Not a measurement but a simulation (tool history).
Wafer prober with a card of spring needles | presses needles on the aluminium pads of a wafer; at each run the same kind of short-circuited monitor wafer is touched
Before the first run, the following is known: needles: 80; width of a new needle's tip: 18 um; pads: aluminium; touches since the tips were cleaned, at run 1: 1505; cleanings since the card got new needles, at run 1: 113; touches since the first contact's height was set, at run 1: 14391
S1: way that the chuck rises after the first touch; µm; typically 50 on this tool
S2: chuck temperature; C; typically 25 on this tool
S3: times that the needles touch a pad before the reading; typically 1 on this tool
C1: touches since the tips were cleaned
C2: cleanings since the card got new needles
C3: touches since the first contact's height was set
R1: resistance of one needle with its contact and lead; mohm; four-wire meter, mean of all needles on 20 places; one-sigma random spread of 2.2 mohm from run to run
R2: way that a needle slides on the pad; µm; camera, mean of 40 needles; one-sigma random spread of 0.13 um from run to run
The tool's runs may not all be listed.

Run 1, hour 0: usual settings; C1 1505; C2 113; C3 14391. Result: R1 300 mohm, R2 10.74 µm.
At hour 0.8: tips cleaned on abrasive film.
At hour 5.2: tips cleaned on abrasive film.
At hour 9.2: tips cleaned on abrasive film.
At hour 13.6: tips cleaned on abrasive film.
Run 2, hour 13.8: usual settings; C1 81; C2 117; C3 20927. Result: R1 266 mohm, R2 10.64 µm.
At hour 18.3: tips cleaned on abrasive film.
At hour 22.9: tips cleaned on abrasive film.
Run 3, hour 24.4: usual settings; C1 755; C2 119; C3 26029. Result: R1 295 mohm, R2 10.68 µm.
At hour 27.3: tips cleaned on abrasive film.
At hour 31.2: tips cleaned on abrasive film.
Run 4, hour 34.6: usual settings; C1 1691; C2 121; C3 30914. Result: R1 321 mohm, R2 10.35 µm.
At hour 35.6: tips cleaned on abrasive film.
At hour 39.7: tips cleaned on abrasive film.
Run 5, hour 41.2: usual settings; C1 732; C2 123; C3 34002. Result: R1 293 mohm, R2 10.61 µm.
At hour 43.9: tips cleaned on abrasive film.
At hour 48.4: tips cleaned on abrasive film.
Run 6, hour 50.9: usual settings; C1 1203; C2 125; C3 38663. Result: R1 310 mohm, R2 10.37 µm.
At hour 52.8: tips cleaned on abrasive film.
At hour 57.3: tips cleaned on abrasive film.
At hour 62: tips cleaned on abrasive film.
Run 7, hour 62.4: usual settings; C1 185; C2 128; C3 44148. Result: R1 271 mohm, R2 10.54 µm.
At hour 66.3: tips cleaned on abrasive film.
At hour 68.3: tips cleaned on abrasive film, once more.
Run 8, hour 68.8: usual settings; C1 257; C2 130; C3 47180. Result: R1 271 mohm, R2 10.29 µm.
At hour 72.8: tips cleaned on abrasive film.
At hour 77.5: tips cleaned on abrasive film.
At hour 81.9: tips cleaned on abrasive film.
Run 9, hour 83.7: usual settings; C1 886; C2 133; C3 54321. Result: R1 295 mohm, R2 10.18 µm.
At hour 86.2: tips cleaned on abrasive film.
At hour 90.3: tips cleaned on abrasive film.
At hour 94.2: tips cleaned on abrasive film.
Run 10, hour 94.2: usual settings; C1 0; C2 136; C3 59285. Result: R1 261 mohm, R2 10.16 µm.
At hour 98.8: tips cleaned on abrasive film.
At hour 103.1: tips cleaned on abrasive film.
At hour 107.7: tips cleaned on abrasive film.
Run 11, hour 109.1: usual settings but S1 36 µm; C1 716; C2 139; C3 66430. Result: R1 356 mohm, R2 6.99 µm.
At hour 111.6: tips cleaned on abrasive film.
At hour 116.1: tips cleaned on abrasive film.
Run 12, hour 117.5: usual settings but S1 36 µm; C1 674; C2 141; C3 70410. Result: R1 349 mohm, R2 6.94 µm.
At hour 120.2: tips cleaned on abrasive film.
At hour 124.1: tips cleaned on abrasive film.
Run 13, hour 124.1: usual settings; C1 0; C2 143; C3 73538. Result: R1 257 mohm, R2 9.99 µm.
At hour 128.2: tips cleaned on abrasive film.
At hour 132.5: tips cleaned on abrasive film.
Run 14, hour 134.4: usual settings but S3 2; C1 902; C2 145; C3 78465. Result: R1 279 mohm, R2 9.76 µm.

The next listed run, before its measurement:
At hour 137.3: tips cleaned on abrasive film.
At hour 141.7: tips cleaned on abrasive film.
At hour 146.2: tips cleaned on abrasive film.
Run 15, hour 149.5: usual settings but S1 63 µm, S2 28 C; C1 1629; C2 148; C3 85698. Result: R1 ?, R2 ?.

{"run 15": {"R1": 296, "R2": 12.67}}
Take away the tool's hidden state, keep the run-to-run variation as it was, and the same run would have given R1 238 mohm, R2 13.79 µm.

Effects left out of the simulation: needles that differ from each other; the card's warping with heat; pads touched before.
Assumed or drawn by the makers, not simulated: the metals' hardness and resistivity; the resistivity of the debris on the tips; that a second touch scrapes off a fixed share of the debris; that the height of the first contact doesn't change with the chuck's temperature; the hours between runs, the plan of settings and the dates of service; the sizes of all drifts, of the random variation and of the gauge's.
